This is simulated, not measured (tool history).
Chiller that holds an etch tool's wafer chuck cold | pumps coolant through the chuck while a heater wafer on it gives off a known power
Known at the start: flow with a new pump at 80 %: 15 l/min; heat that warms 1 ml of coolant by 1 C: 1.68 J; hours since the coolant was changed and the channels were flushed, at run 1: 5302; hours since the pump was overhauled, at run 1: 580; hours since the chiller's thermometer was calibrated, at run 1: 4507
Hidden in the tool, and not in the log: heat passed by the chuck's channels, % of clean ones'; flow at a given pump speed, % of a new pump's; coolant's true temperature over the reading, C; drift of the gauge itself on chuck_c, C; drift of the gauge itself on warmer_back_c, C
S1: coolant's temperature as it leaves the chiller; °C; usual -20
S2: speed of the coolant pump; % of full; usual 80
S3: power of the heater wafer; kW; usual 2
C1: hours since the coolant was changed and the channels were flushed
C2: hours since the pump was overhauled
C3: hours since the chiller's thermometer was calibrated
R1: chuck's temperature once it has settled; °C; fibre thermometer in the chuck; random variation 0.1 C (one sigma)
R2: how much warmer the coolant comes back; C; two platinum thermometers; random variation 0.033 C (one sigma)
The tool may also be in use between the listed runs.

| run | hour | S1 | S2 | S3 | C1 | C2 | C3 | R1 | R2 |
|---|---|---|---|---|---|---|---|---|---|
| 1 | 0 | -20 | 80 | 2 | 5302 | 580 | 4507 | 6.7 | 4.8 |
| 2 | 53.4 | -20 | 78 | 2 | 5355 | 634 | 4560 | 7.1 | 4.93 |
| 3 | 104 | -20 | 60 | 2 | 5406 | 684 | 4611 | 12.6 | 6.51 |
| 4 | 150.1 | -20 | 80 | 2 | 5452 | 730 | 4657 | 6.9 | 4.75 |
| 5 | 211.8 | -20 | 80 | 2 | 5514 | 792 | 4719 | 6.9 | 4.81 |
| 6 | 244.3 | -20 | 80 | 2 | 5546 | 824 | 4751 | 7 | 4.8 |
| 7 | 295.3 | -20 | 80 | 2.185 | 5597 | 875 | 4802 | 9.5 | 5.28 |
| 8 | 345.9 | -20 | 80 | 2 | 5648 | 926 | 4853 | 6.9 | 4.83 |
| 9 | 398.9 | -20 | 80 | 2 | 5701 | 979 | 4906 | 6.9 | 4.88 |
| 10 | 441 | -20 | 80 | 2 | 5743 | 1021 | 4948 | 6.7 | 4.78 |
| 11 | 483.3 | -20 | 80 | 2 | 5785 | 1063 | 4990 | 7.2 | 4.74 |
| 12 | 512.9 | -20 | 80 | 1.58 | 5815 | 1093 | 5020 | 1.4 | 3.82 |
| 13 | 559.3 | -20 | 80 | 1.049 | 5861 | 1139 | 5066 | -5.6 | 2.48 |
| 14 | 587.6 | -19 | 76 | 1.673 | 5890 | 1168 | 5095 | 4.7 | 4.25 |
| 15 | 643 | -20 | 80 | 1.264 | 5945 | 1223 | 5150 | -2.6 | 3.03 |
| 16 | 703.9 | -20 | 80 | 1.264 | 6006 | 1284 | 5211 | -2.6 | 3.1 |
| 17 | 739 | -20 | 80 | 1.264 | 6041 | 1319 | 5246 | -2.5 | 3.06 |
| 18 | 771.9 | -20 | 93 | 2 | 6074 | 1352 | 5279 | 4.6 | 4.08 |
| 19 | 833 | -20 | 93 | 2 | 6135 | 1413 | 5340 | 4.5 | 4.14 |
| 20 | 875.2 | -24 | 93 | 1.145 | 6177 | 1455 | 5382 | -9.7 | 2.38 |
| 21 | 913.8 | -22 | 76 | 1.398 | 6216 | 1494 | 5421 | -1.8 | 3.59 |

5 ways to go on from here, each from the tool as it stands after run 21. What would each give?
| A | 970.4 | -23 | 80 | 1.532 | 6272 | 1551 | 5477 | ? | ? |
| B | 970.4 | -24 | 74 | 1.398 | 6272 | 1551 | 5477 | ? | ? |
| C | 970.4 | -19 | 98 | 2.594 | 6272 | 1551 | 5477 | ? | ? |
| D | 970.4 | -22 | 69 | 1.398 | 6272 | 1551 | 5477 | ? | ? |
| E | 970.4 | -14 | 80 | 1.439 | 6272 | 1551 | 5477 | ? | ? |

| run | R1 | R2 |
|---|---|---|
| A | -1.8 | 3.7 |
| B | -3.6 | 3.69 |
| C | 11.7 | 5.07 |
| D | -0.7 | 3.95 |
| E | 5.9 | 3.47 |
Without the tool's hidden state the same runs would have given:
| run | R1 | R2 |
|---|---|---|
| A | -4.4 | 3.64 |
| B | -6.1 | 3.63 |
| C | 8.2 | 4.99 |
| D | -3.3 | 3.89 |
| E | 3.4 | 3.41 |
